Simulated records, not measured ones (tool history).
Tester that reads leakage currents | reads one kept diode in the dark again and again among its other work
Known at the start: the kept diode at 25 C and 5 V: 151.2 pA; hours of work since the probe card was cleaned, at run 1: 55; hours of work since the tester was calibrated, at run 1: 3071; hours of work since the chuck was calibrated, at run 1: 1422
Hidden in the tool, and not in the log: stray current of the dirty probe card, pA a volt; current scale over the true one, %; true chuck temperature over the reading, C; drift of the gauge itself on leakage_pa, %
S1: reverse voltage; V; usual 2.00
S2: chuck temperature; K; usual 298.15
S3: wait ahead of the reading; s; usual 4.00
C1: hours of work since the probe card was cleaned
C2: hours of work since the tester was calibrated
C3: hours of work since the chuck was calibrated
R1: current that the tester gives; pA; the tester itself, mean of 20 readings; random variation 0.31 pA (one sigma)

| run | hour | S1 | S2 | S3 | C1 | C2 | C3 | R1 |
|---|---|---|---|---|---|---|---|---|
| 1 | 0.0 | 2.00 | 298.15 | 4.00 | 55 | 3071 | 1422 | 101.51 |
|  | 73.0 | chuck's temperature calibrated |
| 2 | 95.6 | 6.70 | 298.15 | 4.00 | 120 | 3136 | 16 | 173.01 |
| 3 | 212.1 | 6.70 | 298.15 | 5.25 | 201 | 3217 | 97 | 172.85 |
| 4 | 319.2 | 2.00 | 298.15 | 4.42 | 276 | 3292 | 172 | 102.21 |
| 5 | 447.2 | 2.00 | 298.15 | 4.42 | 365 | 3381 | 261 | 101.75 |
| 6 | 523.7 | 2.00 | 298.15 | 4.42 | 418 | 3434 | 314 | 101.78 |
| 7 | 638.1 | 2.00 | 298.15 | 4.42 | 498 | 3514 | 394 | 101.62 |
| 8 | 757.1 | 2.00 | 298.15 | 4.42 | 581 | 3597 | 477 | 101.71 |
| 9 | 883.4 | 2.00 | 298.15 | 4.00 | 669 | 3685 | 565 | 101.34 |
| 10 | 941.1 | 2.00 | 298.15 | 4.00 | 709 | 3725 | 605 | 102.14 |
| 11 | 1035.8 | 2.00 | 298.15 | 4.00 | 775 | 3791 | 671 | 101.50 |
| 12 | 1129.4 | 2.00 | 298.15 | 4.00 | 840 | 3856 | 736 | 101.74 |
| 13 | 1215.7 | 1.43 | 309.15 | 4.00 | 901 | 3916 | 796 | 228.08 |
| 14 | 1339.1 | 1.43 | 309.15 | 4.00 | 987 | 4002 | 882 | 228.73 |
| 15 | 1440.4 | 10.93 | 312.15 | 9.04 | 1057 | 4073 | 953 | 707.69 |

The next listed run, before its measurement:
| 16 | 1549.1 | 10.93 | 316.15 | 9.04 | 1133 | 4149 | 1028 | ? |

{"run 16": {"R1": 975.95}}
Without the tool's hidden state the same run would have given R1 975.43 pA.
